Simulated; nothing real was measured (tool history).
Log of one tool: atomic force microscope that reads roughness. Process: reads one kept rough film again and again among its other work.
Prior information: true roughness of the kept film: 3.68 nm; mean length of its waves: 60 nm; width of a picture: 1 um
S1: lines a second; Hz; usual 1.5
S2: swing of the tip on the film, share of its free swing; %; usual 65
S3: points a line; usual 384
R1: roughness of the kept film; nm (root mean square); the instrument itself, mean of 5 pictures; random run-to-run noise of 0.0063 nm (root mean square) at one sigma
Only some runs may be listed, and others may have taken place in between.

Run 1, day 0: usual settings. Result: R1 3.379 nm (root mean square).
Run 2, day 0.996: usual settings but S1 2.06 Hz. Result: R1 3.288 nm (root mean square).
Run 3, day 1.821: usual settings but S1 2.06 Hz. Result: R1 3.289 nm (root mean square).
Run 4, day 3.488: usual settings but S1 2.06 Hz. Result: R1 3.271 nm (root mean square).
Run 5, day 4.283: usual settings. Result: R1 3.321 nm (root mean square).
Run 6, day 6.142: usual settings. Result: R1 3.295 nm (root mean square).
At day 6.275: new tip fitted.
Run 7, day 8.058: usual settings. Result: R1 3.41 nm (root mean square).
Run 8, day 9.042: usual settings. Result: R1 3.381 nm (root mean square).
Run 9, day 10.829: usual settings. Result: R1 3.366 nm (root mean square).
Run 10, day 12.596: usual settings. Result: R1 3.339 nm (root mean square).
Run 11, day 14.483: usual settings. Result: R1 3.302 nm (root mean square).
Run 12, day 15.35: usual settings. Result: R1 3.299 nm (root mean square).
At day 15.542: new tip fitted.
Run 13, day 17.129: usual settings but S3 362. Result: R1 3.412 nm (root mean square).
Run 14, day 18.092: usual settings but S3 362. Result: R1 3.38 nm (root mean square).
Run 15, day 19.038: usual settings but S2 58 %. Result: R1 3.447 nm (root mean square).
Run 16, day 19.979: usual settings but S2 58 %. Result: R1 3.431 nm (root mean square).
Run 17, day 21.262: usual settings. Result: R1 3.345 nm (root mean square).
Run 18, day 22.771: usual settings. Result: R1 3.336 nm (root mean square).
Run 19, day 24.583: usual settings. Result: R1 3.309 nm (root mean square).
At day 24.754: new tip fitted.
Run 20, day 26.067: usual settings. Result: R1 3.419 nm (root mean square).
Run 21, day 27.712: usual settings. Result: R1 3.39 nm (root mean square).
Run 22, day 28.833: usual settings. Result: R1 3.386 nm (root mean square).
Run 23, day 29.6: usual settings. Result: R1 3.377 nm (root mean square).
Run 24, day 30.504: usual settings but S3 665. Result: R1 3.362 nm (root mean square).
Run 25, day 32.379: usual settings but S3 665. Result: R1 3.334 nm (root mean square).
Run 26, day 33.658: usual settings but S3 882. Result: R1 3.326 nm (root mean square).
At day 34.042: new tip fitted.
Run 27, day 34.467: usual settings but S2 57 %, S3 595. Result: R1 3.504 nm (root mean square).
Run 28, day 35.812: usual settings but S1 2.21 Hz, S2 57 %, S3 351. Result: R1 3.431 nm (root mean square).
Run 29, day 37.158: usual settings but S1 0.92 Hz, S2 75 %. Result: R1 3.392 nm (root mean square).
Run 30, day 38.188: usual settings but S1 1.43 Hz, S3 550. Result: R1 3.391 nm (root mean square).
At day 38.4: height scale calibrated on a step standard.
Run 31, day 39.083: usual settings but S1 0.71 Hz, S2 75 %, S3 925. Result: R1 3.43 nm (root mean square).
Run 32, day 40.779: usual settings but S1 1.17 Hz, S2 71 %, S3 690. Result: R1 3.373 nm (root mean square).
Run 33, day 42.558: usual settings but S1 0.58 Hz, S2 71 %, S3 690. Result: R1 3.44 nm (root mean square).
At day 43.321: new tip fitted.
Run 34, day 43.671: usual settings but S1 1.58 Hz, S3 771. Result: R1 3.463 nm (root mean square).
Run 35, day 45.392: usual settings but S1 1.52 Hz, S2 77 %, S3 1017. Result: R1 3.284 nm (root mean square).
Run 36, day 47.071: usual settings but S1 1.52 Hz, S2 64 %, S3 391. Result: R1 3.43 nm (root mean square).
Run 37, day 48.429: usual settings but S1 0.93 Hz, S2 71 %, S3 528. Result: R1 3.442 nm (root mean square).
At day 48.783: height scale calibrated on a step standard, once more.
Run 38, day 49.371: usual settings but S1 2.46 Hz, S2 71 %, S3 1002. Result: R1 3.104 nm (root mean square).
Run 39, day 50.45: usual settings but S1 2.46 Hz, S2 71 %, S3 1002. Result: R1 3.075 nm (root mean square).
Run 40, day 51.696: usual settings but S1 2.46 Hz, S2 71 %, S3 1002. Result: R1 3.072 nm (root mean square).
At day 52.617: new tip fitted.
Run 41, day 52.95: usual settings but S1 1.44 Hz, S2 64 %, S3 1002. Result: R1 3.414 nm (root mean square).
Run 42, day 54.05: usual settings but S1 3.83 Hz, S2 69 %, S3 472. Result: R1 3.02 nm (root mean square).
Run 43, day 54.892: usual settings but S1 3.83 Hz, S2 69 %, S3 472. Result: R1 3.025 nm (root mean square).
Run 44, day 56.408: usual settings but S1 0.8 Hz, S2 68 %, S3 616. Result: R1 3.396 nm (root mean square).
Run 45, day 58.033: usual settings but S1 0.8 Hz, S2 68 %, S3 616. Result: R1 3.382 nm (root mean square).
Run 46, day 59.562: usual settings but S1 2.19 Hz, S2 59 %, S3 561. Result: R1 3.303 nm (root mean square).
Run 47, day 60.962: usual settings but S1 1.04 Hz, S2 71 %, S3 313. Result: R1 3.28 nm (root mean square).
At day 61.833: new tip fitted.
Run 48, day 62.221: usual settings but S1 1.33 Hz, S2 84 %, S3 450. Result: R1 3.156 nm (root mean square).
Run 49, day 63.238: usual settings but S1 1.41 Hz, S2 67 %, S3 474. Result: R1 3.365 nm (root mean square).
Run 50, day 64.083: usual settings but S1 1.41 Hz, S2 67 %, S3 474. Result: R1 3.359 nm (root mean square).

3 ways to go on from here, each from the tool as it stands after run 50. What would each give?
Run A, day 64.946: usual settings but S1 1.51 Hz, S2 56 %, S3 615. Result: R1 ?.
Run B, day 64.946: usual settings but S1 2.63 Hz, S2 79 %, S3 930. Result: R1 ?.
Run C, day 64.946: usual settings but S1 1.41 Hz, S2 87 %, S3 914. Result: R1 ?.

run     R1
  A  3.427
  B  2.946
  C  3.044
Without the tool's hidden state the same runs would have given:
run     R1
  A   3.47
  B  2.982
  C  3.082
